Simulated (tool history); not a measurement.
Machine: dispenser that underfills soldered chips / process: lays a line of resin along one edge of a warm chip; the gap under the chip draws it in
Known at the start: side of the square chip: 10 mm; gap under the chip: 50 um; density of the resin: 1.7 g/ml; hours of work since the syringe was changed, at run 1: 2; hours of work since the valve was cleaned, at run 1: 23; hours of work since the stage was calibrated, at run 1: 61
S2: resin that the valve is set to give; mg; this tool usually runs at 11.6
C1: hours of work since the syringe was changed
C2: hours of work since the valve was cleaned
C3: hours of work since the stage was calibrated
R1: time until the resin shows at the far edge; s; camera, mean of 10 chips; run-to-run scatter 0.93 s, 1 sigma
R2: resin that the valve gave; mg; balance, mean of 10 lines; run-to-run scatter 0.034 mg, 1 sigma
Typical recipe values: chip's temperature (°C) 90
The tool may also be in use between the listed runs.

{"run": 1, "hour": 0.0, "chip's temperature (°C)": 90, "S2": 11.6, "C1": 2, "C2": 23, "C3": 61, "R1": 103, "R2": 11.48}
{"run": 2, "hour": 9.9, "chip's temperature (°C)": 90, "S2": 11.6, "C1": 9, "C2": 30, "C3": 68, "R1": 155.2, "R2": 11.46}
{"hour": 11.2, "done": "new syringe of resin"}
{"run": 3, "hour": 23.3, "chip's temperature (°C)": 97, "S2": 11.6, "C1": 8, "C2": 39, "C3": 77, "R1": 120.3, "R2": 11.43}
{"hour": 25.9, "done": "new syringe of resin"}
{"run": 4, "hour": 33.7, "chip's temperature (°C)": 97, "S2": 11.6, "C1": 5, "C2": 46, "C3": 83, "R1": 97.1, "R2": 11.4}
{"hour": 40.6, "done": "new syringe of resin"}
{"run": 5, "hour": 43.1, "chip's temperature (°C)": 97, "S2": 11.6, "C1": 2, "C2": 52, "C3": 89, "R1": 78.2, "R2": 11.41}
{"run": 6, "hour": 51.5, "chip's temperature (°C)": 80, "S2": 11.6, "C1": 7, "C2": 58, "C3": 95, "R1": 191.2, "R2": 11.38}
{"hour": 55.1, "done": "new syringe of resin"}
{"run": 7, "hour": 62.2, "chip's temperature (°C)": 80, "S2": 11.6, "C1": 5, "C2": 65, "C3": 102, "R1": 167, "R2": 11.28}
{"run": 8, "hour": 67.8, "chip's temperature (°C)": 90, "S2": 11.6, "C1": 9, "C2": 68, "C3": 106, "R1": 149.7, "R2": 11.29}
{"hour": 69.5, "done": "new syringe of resin"}
{"run": 9, "hour": 79.1, "chip's temperature (°C)": 84, "S2": 11.6, "C1": 7, "C2": 76, "C3": 113, "R1": 157.1, "R2": 11.22}
{"hour": 84.1, "done": "new syringe of resin"}
{"run": 10, "hour": 84.7, "chip's temperature (°C)": 90, "S2": 11.3, "C1": 0, "C2": 79, "C3": 117, "R1": 90.3, "R2": 11}
{"run": 11, "hour": 94.0, "chip's temperature (°C)": 90, "S2": 11.3, "C1": 7, "C2": 86, "C3": 123, "R1": 134.3, "R2": 10.93}
{"hour": 98.6, "done": "new syringe of resin"}
{"run": 12, "hour": 100.9, "chip's temperature (°C)": 84, "S2": 11.3, "C1": 2, "C2": 90, "C3": 128, "R1": 117.3, "R2": 10.98}
{"hour": 113.2, "done": "new syringe of resin"}
{"run": 13, "hour": 114.2, "chip's temperature (°C)": 84, "S2": 11.3, "C1": 1, "C2": 99, "C3": 137, "R1": 111.3, "R2": 10.93}
{"run": 14, "hour": 122.5, "chip's temperature (°C)": 84, "S2": 11.3, "C1": 6, "C2": 105, "C3": 142, "R1": 153.9, "R2": 10.86}
{"hour": 127.9, "done": "new syringe of resin"}
{"run": 15, "hour": 133.6, "chip's temperature (°C)": 84, "S2": 11.3, "C1": 4, "C2": 112, "C3": 150, "R1": 136.2, "R2": 10.82}
{"run": 16, "hour": 140.5, "chip's temperature (°C)": 84, "S2": 11.3, "C1": 8, "C2": 117, "C3": 154, "R1": 179.7, "R2": 10.84}
{"hour": 142.6, "done": "new syringe of resin"}
{"run": 17, "hour": 146.9, "chip's temperature (°C)": 84, "S2": 11.3, "C1": 3, "C2": 121, "C3": 158, "R1": 128.7, "R2": 10.83}
{"hour": 157.2, "done": "new syringe of resin"}
{"run": 18, "hour": 157.2, "chip's temperature (°C)": 84, "S2": 11.3, "C1": 0, "C2": 127, "C3": 165, "R1": 105.7, "R2": 10.79}
{"run": 19, "hour": 167.4, "chip's temperature (°C)": 78, "S2": 13.8, "C1": 7, "C2": 134, "C3": 172, "R1": 188.3, "R2": 13.12}
{"hour": 171.5, "done": "new syringe of resin"}
{"run": 20, "hour": 174.0, "chip's temperature (°C)": 95, "S2": 13.7, "C1": 2, "C2": 139, "C3": 176, "R1": 82.1, "R2": 13.03}
{"hour": 186.2, "done": "dispensing valve cleaned and set on the balance"}
{"hour": 187.7, "done": "new syringe of resin"}
{"run": 21, "hour": 187.9, "chip's temperature (°C)": 87, "S2": 10.5, "C1": 0, "C2": 1, "C3": 185, "R1": 97.2, "R2": 10.5}
{"run": 22, "hour": 195.2, "chip's temperature (°C)": 86, "S2": 11.6, "C1": 5, "C2": 6, "C3": 190, "R1": 130.5, "R2": 11.63}
{"hour": 202.2, "done": "new syringe of resin"}
{"run": 23, "hour": 207.4, "chip's temperature (°C)": 78, "S2": 11.3, "C1": 4, "C2": 14, "C3": 198, "R1": 164.3, "R2": 11.24}
{"hour": 216.5, "done": "new syringe of resin"}
{"run": 24, "hour": 218.2, "chip's temperature (°C)": 78, "S2": 11.3, "C1": 1, "C2": 21, "C3": 205, "R1": 140.1, "R2": 11.23}
{"run": 25, "hour": 227.3, "chip's temperature (°C)": 101, "S2": 13, "C1": 7, "C2": 27, "C3": 211, "R1": 97.1, "R2": 12.94}
{"hour": 231.3, "done": "new syringe of resin"}
{"run": 26, "hour": 237.7, "chip's temperature (°C)": 101, "S2": 13, "C1": 4, "C2": 34, "C3": 218, "R1": 78.9, "R2": 12.89}
{"hour": 245.6, "done": "new syringe of resin"}
{"run": 27, "hour": 249.4, "chip's temperature (°C)": 102, "S2": 14.9, "C1": 3, "C2": 42, "C3": 226, "R1": 68.4, "R2": 14.73}
{"run": 28, "hour": 259.2, "chip's temperature (°C)": 102, "S2": 14.9, "C1": 9, "C2": 48, "C3": 232, "R1": 104.1, "R2": 14.69}
{"hour": 260.4, "done": "new syringe of resin"}
{"run": 29, "hour": 264.9, "chip's temperature (°C)": 102, "S2": 14.9, "C1": 3, "C2": 52, "C3": 236, "R1": 71.6, "R2": 14.72}
{"run": 30, "hour": 271.1, "chip's temperature (°C)": 102, "S2": 14.9, "C1": 7, "C2": 56, "C3": 240, "R1": 92.1, "R2": 14.66}
{"hour": 275.2, "done": "new syringe of resin"}
{"run": 31, "hour": 277.2, "chip's temperature (°C)": 102, "S2": 13.1, "C1": 1, "C2": 60, "C3": 244, "R1": 65.9, "R2": 12.83}
{"run": 32, "hour": 286.4, "chip's temperature (°C)": 87, "S2": 14.3, "C1": 8, "C2": 66, "C3": 250, "R1": 147.3, "R2": 13.99}
{"hour": 290.1, "done": "new syringe of resin"}
{"run": 33, "hour": 294.6, "chip's temperature (°C)": 87, "S2": 14.3, "C1": 3, "C2": 72, "C3": 255, "R1": 111.2, "R2": 13.94}
{"run": 34, "hour": 303.5, "chip's temperature (°C)": 100, "S2": 11.1, "C1": 9, "C2": 78, "C3": 261, "R1": 112.3, "R2": 10.8}
{"hour": 304.7, "done": "new syringe of resin"}
{"run": 35, "hour": 316.2, "chip's temperature (°C)": 93, "S2": 11.1, "C1": 8, "C2": 86, "C3": 270, "R1": 126.4, "R2": 10.8}

For each entry between runs, how does the tool's hidden state at the last listed run before it compare with that at the first listed run after it?
Between runs 2 and 3: new syringe of resin (hour 11.2)
  resin's viscosity, % of fresh resin's: 175.2 -> 166.4; dose that the valve gives, % of what is set: 98.85 -> 98.57; true chip temperature over the reading, C: 0.08 -> 0.11
  the result without the hidden state subtracted from the measured one, R1: +66.5 -> +47.8 s; R2: -0.13 -> -0.17 mg
Between runs 3 and 4: new syringe of resin (hour 25.9)
  resin's viscosity, % of fresh resin's: 166.4 -> 135.9; dose that the valve gives, % of what is set: 98.57 -> 98.36; true chip temperature over the reading, C: 0.11 -> 0.13
  the result without the hidden state subtracted from the measured one, R1: +47.8 -> +25.8 s; R2: -0.17 -> -0.19 mg
Between runs 4 and 5: new syringe of resin (hour 40.6)
  resin's viscosity, % of fresh resin's: 135.9 -> 110.5; dose that the valve gives, % of what is set: 98.36 -> 98.17; true chip temperature over the reading, C: 0.13 -> 0.15
  the result without the hidden state subtracted from the measured one, R1: +25.8 -> +7.4 s; R2: -0.19 -> -0.21 mg
Between runs 6 and 7: new syringe of resin (hour 55.1)
  resin's viscosity, % of fresh resin's: 156.3 -> 135.9; dose that the valve gives, % of what is set: 97.98 -> 97.75; true chip temperature over the reading, C: 0.16 -> 0.19
  the result without the hidden state subtracted from the measured one, R1: +68.8 -> +44 s; R2: -0.24 -> -0.26 mg
Between runs 8 and 9: new syringe of resin (hour 69.5)
  resin's viscosity, % of fresh resin's: 171.1 -> 148.5; dose that the valve gives, % of what is set: 97.63 -> 97.4; true chip temperature over the reading, C: 0.2 -> 0.22
  the result without the hidden state subtracted from the measured one, R1: +62.3 -> +51.3 s; R2: -0.27 -> -0.3 mg
Between runs 9 and 10: new syringe of resin (hour 84.1)
  resin's viscosity, % of fresh resin's: 148.5 -> 102.7; dose that the valve gives, % of what is set: 97.4 -> 97.3; true chip temperature over the reading, C: 0.22 -> 0.23
  the result without the hidden state subtracted from the measured one, R1: +51.3 -> +2.4 s; R2: -0.3 -> -0.3 mg
Between runs 11 and 12: new syringe of resin (hour 98.6)
  resin's viscosity, % of fresh resin's: 150.7 -> 109.3; dose that the valve gives, % of what is set: 97.09 -> 96.95; true chip temperature over the reading, C: 0.25 -> 0.27
  the result without the hidden state subtracted from the measured one, R1: +45.2 -> +10 s; R2: -0.33 -> -0.34 mg
Between runs 12 and 13: new syringe of resin (hour 113.2)
  resin's viscosity, % of fresh resin's: 109.3 -> 103.3; dose that the valve gives, % of what is set: 96.95 -> 96.66; true chip temperature over the reading, C: 0.27 -> 0.29
  the result without the hidden state subtracted from the measured one, R1: +10 -> +3.6 s; R2: -0.34 -> -0.38 mg
Between runs 14 and 15: new syringe of resin (hour 127.9)
  resin's viscosity, % of fresh resin's: 146 -> 125.9; dose that the valve gives, % of what is set: 96.47 -> 96.24; true chip temperature over the reading, C: 0.31 -> 0.33
  the result without the hidden state subtracted from the measured one, R1: +48.5 -> +28.2 s; R2: -0.4 -> -0.42 mg
Between runs 16 and 17: new syringe of resin (hour 142.6)
  resin's viscosity, % of fresh resin's: 167.3 -> 117.6; dose that the valve gives, % of what is set: 96.1 -> 95.97; true chip temperature over the reading, C: 0.35 -> 0.36
  the result without the hidden state subtracted from the measured one, R1: +72.4 -> +19.4 s; R2: -0.44 -> -0.45 mg
Between runs 17 and 18: new syringe of resin (hour 157.2)
  resin's viscosity, % of fresh resin's: 117.6 -> 98.8; dose that the valve gives, % of what is set: 95.97 -> 95.77; true chip temperature over the reading, C: 0.36 -> 0.38
  the result without the hidden state subtracted from the measured one, R1: +19.4 -> -1.2 s; R2: -0.45 -> -0.48 mg
Between runs 19 and 20: new syringe of resin (hour 171.5)
  resin's viscosity, % of fresh resin's: 150.7 -> 110.9; dose that the valve gives, % of what is set: 95.53 -> 95.4; true chip temperature over the reading, C: 0.4 -> 0.41
  the result without the hidden state subtracted from the measured one, R1: +62.4 -> +7.6 s; R2: -0.62 -> -0.63 mg
Between runs 20 and 21: dispensing valve cleaned and set on the balance (hour 186.2); new syringe of resin (hour 187.7)
  resin's viscosity, % of fresh resin's: 110.9 -> 98.8; dose that the valve gives, % of what is set: 95.4 -> 100.08; true chip temperature over the reading, C: 0.41 -> 0.44
  the result without the hidden state subtracted from the measured one, R1: +7.6 -> -2.6 s; R2: -0.63 -> +0.01 mg
Between runs 22 and 23: new syringe of resin (hour 202.2)
  resin's viscosity, % of fresh resin's: 133.8 -> 125.2; dose that the valve gives, % of what is set: 99.92 -> 99.67; true chip temperature over the reading, C: 0.46 -> 0.48
  the result without the hidden state subtracted from the measured one, R1: +31.7 -> +31 s; R2: -0.01 -> -0.04 mg
Between runs 23 and 24: new syringe of resin (hour 216.5)
  resin's viscosity, % of fresh resin's: 125.2 -> 107.7; dose that the valve gives, % of what is set: 99.67 -> 99.46; true chip temperature over the reading, C: 0.48 -> 0.5
  the result without the hidden state subtracted from the measured one, R1: +31 -> +8 s; R2: -0.04 -> -0.06 mg
Between runs 25 and 26: new syringe of resin (hour 231.3)
  resin's viscosity, % of fresh resin's: 157.2 -> 128.2; dose that the valve gives, % of what is set: 99.26 -> 99.03; true chip temperature over the reading, C: 0.52 -> 0.54
  the result without the hidden state subtracted from the measured one, R1: +34.5 -> +16.5 s; R2: -0.1 -> -0.12 mg
Between runs 26 and 27: new syringe of resin (hour 245.6)
  resin's viscosity, % of fresh resin's: 128.2 -> 117; dose that the valve gives, % of what is set: 99.03 -> 98.78; true chip temperature over the reading, C: 0.54 -> 0.57
  the result without the hidden state subtracted from the measured one, R1: +16.5 -> +9 s; R2: -0.12 -> -0.18 mg
Between runs 28 and 29: new syringe of resin (hour 260.4)
  resin's viscosity, % of fresh resin's: 175.4 -> 122; dose that the valve gives, % of what is set: 98.58 -> 98.46; true chip temperature over the reading, C: 0.59 -> 0.6
  the result without the hidden state subtracted from the measured one, R1: +43.7 -> +12 s; R2: -0.21 -> -0.23 mg
Between runs 30 and 31: new syringe of resin (hour 275.2)
  resin's viscosity, % of fresh resin's: 157.9 -> 109.9; dose that the valve gives, % of what is set: 98.32 -> 98.2; true chip temperature over the reading, C: 0.61 -> 0.63
  the result without the hidden state subtracted from the measured one, R1: +33 -> +4.9 s; R2: -0.25 -> -0.24 mg
Between runs 32 and 33: new syringe of resin (hour 290.1)
  resin's viscosity, % of fresh resin's: 161 -> 119.6; dose that the valve gives, % of what is set: 98.01 -> 97.82; true chip temperature over the reading, C: 0.65 -> 0.66
  the result without the hidden state subtracted from the measured one, R1: +54.2 -> +16.4 s; R2: -0.28 -> -0.31 mg
Between runs 34 and 35: new syringe of resin (hour 304.7)
  resin's viscosity, % of fresh resin's: 173 -> 158.1; dose that the valve gives, % of what is set: 97.64 -> 97.39; true chip temperature over the reading, C: 0.68 -> 0.71
  the result without the hidden state subtracted from the measured one, R1: +46.6 -> +45.4 s; R2: -0.26 -> -0.29 mg

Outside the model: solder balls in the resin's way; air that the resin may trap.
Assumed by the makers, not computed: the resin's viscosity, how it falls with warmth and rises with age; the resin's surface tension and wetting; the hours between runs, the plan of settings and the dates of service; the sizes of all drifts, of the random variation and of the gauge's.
